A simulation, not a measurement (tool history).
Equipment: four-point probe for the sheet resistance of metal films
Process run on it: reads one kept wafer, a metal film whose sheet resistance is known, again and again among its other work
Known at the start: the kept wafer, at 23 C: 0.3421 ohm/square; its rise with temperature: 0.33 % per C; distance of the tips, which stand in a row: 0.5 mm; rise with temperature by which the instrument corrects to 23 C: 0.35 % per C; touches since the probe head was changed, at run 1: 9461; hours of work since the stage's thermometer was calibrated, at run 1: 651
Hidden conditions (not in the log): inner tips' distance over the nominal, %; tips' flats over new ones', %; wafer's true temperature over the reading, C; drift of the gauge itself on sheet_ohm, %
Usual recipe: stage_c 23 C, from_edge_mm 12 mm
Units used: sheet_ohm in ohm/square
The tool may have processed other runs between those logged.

run    hour  stage_c  from_edge_mm  touches since the probe head was changed  hours of work since the stage's thermometer was calibrated  sheet_ohm
  1       0       23            12                                      9461                                                         651   0.342242
  2   118.4       23            12                                     13040                                                         708   0.342003
  3   227.4       23            12                                     16335                                                         761   0.342021
  4   287.5       28            12                                     18154                                                         790   0.341523
  5   380.3       28            12                                     20957                                                         835   0.341356
  6   471.8       28            12                                     23726                                                         880   0.341437
  7   561.5       18            12                                     26438                                                         923   0.342092
  8   638.7       18            12                                     28772                                                         961   0.341873
  9   700.9       28             5                                     30652                                                         991   0.342507
 10   783.4       35            16                                     33145                                                        1031   0.340254
      791.7  -- stage's thermometer calibrated
 11   889.2       24            10                                     36330                                                          47   0.341009
      971.9  -- stage's thermometer calibrated, once more
 12  1005.3       24            10                                     39824                                                          16   0.341519
 13    1101       24            10                                     42718                                                          63   0.341412
 14  1202.8       20            22                                     45796                                                         112   0.341297
 15    1311       20            22                                     49067                                                         165   0.341082
 16  1411.4       22            15                                     52101                                                         213   0.340934

What differs in the tool's unlogged condition from the final listed run ahead of each entry between runs to the first listed run following it?
From run 10 to run 11: stage's thermometer calibrated (hour 791.7)
  inner tips' distance over the nominal, %: -0.204 -> -0.229; tips' flats over new ones', %: 40 -> 44; wafer's true temperature over the reading, C: -0.28 -> -0.49
  measured result minus the result with no hidden state, sheet_ohm: -0.001056 -> -0.001398 ohm/square
From run 11 to run 12: stage's thermometer calibrated, once more (hour 971.9)
  inner tips' distance over the nominal, %: -0.229 -> -0.262; tips' flats over new ones', %: 44 -> 48; wafer's true temperature over the reading, C: -0.49 -> -0.03
  measured result minus the result with no hidden state, sheet_ohm: -0.001398 -> -0.001001 ohm/square

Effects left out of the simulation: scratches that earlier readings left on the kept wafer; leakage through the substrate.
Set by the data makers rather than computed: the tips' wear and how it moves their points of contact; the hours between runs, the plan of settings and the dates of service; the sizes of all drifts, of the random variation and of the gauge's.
